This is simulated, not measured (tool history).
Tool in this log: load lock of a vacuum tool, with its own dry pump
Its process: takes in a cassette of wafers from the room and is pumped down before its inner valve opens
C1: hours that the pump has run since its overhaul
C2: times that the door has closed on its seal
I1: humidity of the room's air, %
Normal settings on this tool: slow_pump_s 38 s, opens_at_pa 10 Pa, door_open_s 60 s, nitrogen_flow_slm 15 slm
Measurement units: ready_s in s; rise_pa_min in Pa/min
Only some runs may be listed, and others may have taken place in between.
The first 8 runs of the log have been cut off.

{"run": 9, "day": 21.658, "slow_pump_s": 38, "opens_at_pa": 10, "door_open_s": 60, "nitrogen_flow_slm": 15, "C1": 1351, "C2": 7716, "I1": 46.2, "ready_s": 92.3, "rise_pa_min": 0.098}
{"run": 10, "day": 24.533, "slow_pump_s": 38, "opens_at_pa": 10, "door_open_s": 60, "nitrogen_flow_slm": 15, "C1": 1420, "C2": 7841, "I1": 46.5, "ready_s": 91.4, "rise_pa_min": 0.104}
{"run": 11, "day": 28.017, "slow_pump_s": 38, "opens_at_pa": 10, "door_open_s": 60, "nitrogen_flow_slm": 15, "C1": 1504, "C2": 7992, "I1": 44.5, "ready_s": 91.5, "rise_pa_min": 0.108}
{"run": 12, "day": 31.621, "slow_pump_s": 38, "opens_at_pa": 10, "door_open_s": 60, "nitrogen_flow_slm": 15, "C1": 1590, "C2": 8149, "I1": 44.8, "ready_s": 91.6, "rise_pa_min": 0.103}
{"run": 13, "day": 35.629, "slow_pump_s": 38, "opens_at_pa": 10, "door_open_s": 60, "nitrogen_flow_slm": 15, "C1": 1687, "C2": 8324, "I1": 42.9, "ready_s": 91.4, "rise_pa_min": 0.105}
{"run": 14, "day": 39.712, "slow_pump_s": 38, "opens_at_pa": 19, "door_open_s": 60, "nitrogen_flow_slm": 15, "C1": 1785, "C2": 8501, "I1": 41.9, "ready_s": 88.1, "rise_pa_min": 0.105}
{"run": 15, "day": 43.275, "slow_pump_s": 38, "opens_at_pa": 10, "door_open_s": 60, "nitrogen_flow_slm": 15, "C1": 1870, "C2": 8656, "I1": 42.8, "ready_s": 92.3, "rise_pa_min": 0.106}
{"run": 16, "day": 46.175, "slow_pump_s": 38, "opens_at_pa": 10, "door_open_s": 60, "nitrogen_flow_slm": 15, "C1": 1940, "C2": 8783, "I1": 44.2, "ready_s": 91.5, "rise_pa_min": 0.116}
{"run": 17, "day": 48.642, "slow_pump_s": 38, "opens_at_pa": 13, "door_open_s": 27, "nitrogen_flow_slm": 15, "C1": 1999, "C2": 8890, "I1": 44.5, "ready_s": 91.4, "rise_pa_min": 0.102}
{"run": 18, "day": 51.379, "slow_pump_s": 38, "opens_at_pa": 13, "door_open_s": 27, "nitrogen_flow_slm": 15, "C1": 2065, "C2": 9009, "I1": 45.0, "ready_s": 90.8, "rise_pa_min": 0.095}
{"run": 19, "day": 53.379, "slow_pump_s": 30, "opens_at_pa": 8, "door_open_s": 52, "nitrogen_flow_slm": 6, "C1": 2113, "C2": 9096, "I1": 46.2, "ready_s": 87.5, "rise_pa_min": 0.126}
{"run": 20, "day": 56.008, "slow_pump_s": 35, "opens_at_pa": 10, "door_open_s": 137, "nitrogen_flow_slm": 15, "C1": 2176, "C2": 9211, "I1": 45.6, "ready_s": 90.1, "rise_pa_min": 0.133}
{"run": 21, "day": 59.725, "slow_pump_s": 35, "opens_at_pa": 16, "door_open_s": 137, "nitrogen_flow_slm": 15, "C1": 2265, "C2": 9372, "I1": 44.0, "ready_s": 85.7, "rise_pa_min": 0.137}
{"run": 22, "day": 62.738, "slow_pump_s": 38, "opens_at_pa": 10, "door_open_s": 171, "nitrogen_flow_slm": 8, "C1": 2337, "C2": 9503, "I1": 44.2, "ready_s": 92.8, "rise_pa_min": 0.162}
{"run": 23, "day": 65.896, "slow_pump_s": 38, "opens_at_pa": 10, "door_open_s": 171, "nitrogen_flow_slm": 8, "C1": 2413, "C2": 9641, "I1": 44.6, "ready_s": 92.4, "rise_pa_min": 0.166}
{"run": 24, "day": 69.083, "slow_pump_s": 39, "opens_at_pa": 8, "door_open_s": 171, "nitrogen_flow_slm": 8, "C1": 2490, "C2": 9779, "I1": 47.6, "ready_s": 95.5, "rise_pa_min": 0.169}
{"run": 25, "day": 71.554, "slow_pump_s": 39, "opens_at_pa": 8, "door_open_s": 171, "nitrogen_flow_slm": 27, "C1": 2549, "C2": 9887, "I1": 43.3, "ready_s": 94.9, "rise_pa_min": 0.135}
{"run": 26, "day": 75.404, "slow_pump_s": 28, "opens_at_pa": 18, "door_open_s": 60, "nitrogen_flow_slm": 15, "C1": 2641, "C2": 10055, "I1": 45.4, "ready_s": 80.2, "rise_pa_min": 0.125}
{"run": 27, "day": 78.796, "slow_pump_s": 28, "opens_at_pa": 18, "door_open_s": 60, "nitrogen_flow_slm": 15, "C1": 2723, "C2": 10202, "I1": 42.6, "ready_s": 80.9, "rise_pa_min": 0.125}
{"run": 28, "day": 81.504, "slow_pump_s": 35, "opens_at_pa": 9, "door_open_s": 60, "nitrogen_flow_slm": 15, "C1": 2788, "C2": 10320, "I1": 44.7, "ready_s": 92.4, "rise_pa_min": 0.125}
{"run": 29, "day": 85.075, "slow_pump_s": 38, "opens_at_pa": 13, "door_open_s": 29, "nitrogen_flow_slm": 8, "C1": 2873, "C2": 10475, "I1": 44.5, "ready_s": 90.5, "rise_pa_min": 0.116}
{"run": 30, "day": 87.212, "slow_pump_s": 29, "opens_at_pa": 8, "door_open_s": 87, "nitrogen_flow_slm": 6, "C1": 2925, "C2": 10568, "I1": 42.8, "ready_s": 87.8, "rise_pa_min": 0.148}
{"run": 31, "day": 89.279, "slow_pump_s": 36, "opens_at_pa": 19, "door_open_s": 141, "nitrogen_flow_slm": 7, "C1": 2974, "C2": 10658, "I1": 48.6, "ready_s": 87.4, "rise_pa_min": 0.176}
{"run": 32, "day": 91.35, "slow_pump_s": 34, "opens_at_pa": 17, "door_open_s": 60, "nitrogen_flow_slm": 15, "C1": 3024, "C2": 10748, "I1": 48.7, "ready_s": 84.9, "rise_pa_min": 0.132}

Below are 3 alternative next runs, each starting from the tool's condition after run 32. Predict each:
{"run": "A", "day": 94.038, "slow_pump_s": 42, "opens_at_pa": 10, "door_open_s": 69, "nitrogen_flow_slm": 15, "C1": 3089, "C2": 10865, "I1": 43.8, "ready_s": "?", "rise_pa_min": "?"}
{"run": "B", "day": 94.038, "slow_pump_s": 38, "opens_at_pa": 10, "door_open_s": 235, "nitrogen_flow_slm": 24, "C1": 3089, "C2": 10865, "I1": 44.8, "ready_s": "?", "rise_pa_min": "?"}
{"run": "C", "day": 94.038, "slow_pump_s": 38, "opens_at_pa": 14, "door_open_s": 143, "nitrogen_flow_slm": 35, "C1": 3089, "C2": 10865, "I1": 44.7, "ready_s": "?", "rise_pa_min": "?"}

run=A ready_s=95.6 rise_pa_min=0.135
run=B ready_s=93.3 rise_pa_min=0.164
run=C ready_s=89.3 rise_pa_min=0.140
Take away the tool's hidden state, keep each run's random variation, and the runs would have read:
run=A ready_s=93.3 rise_pa_min=0.040
run=B ready_s=91.0 rise_pa_min=0.070
run=C ready_s=87.1 rise_pa_min=0.044

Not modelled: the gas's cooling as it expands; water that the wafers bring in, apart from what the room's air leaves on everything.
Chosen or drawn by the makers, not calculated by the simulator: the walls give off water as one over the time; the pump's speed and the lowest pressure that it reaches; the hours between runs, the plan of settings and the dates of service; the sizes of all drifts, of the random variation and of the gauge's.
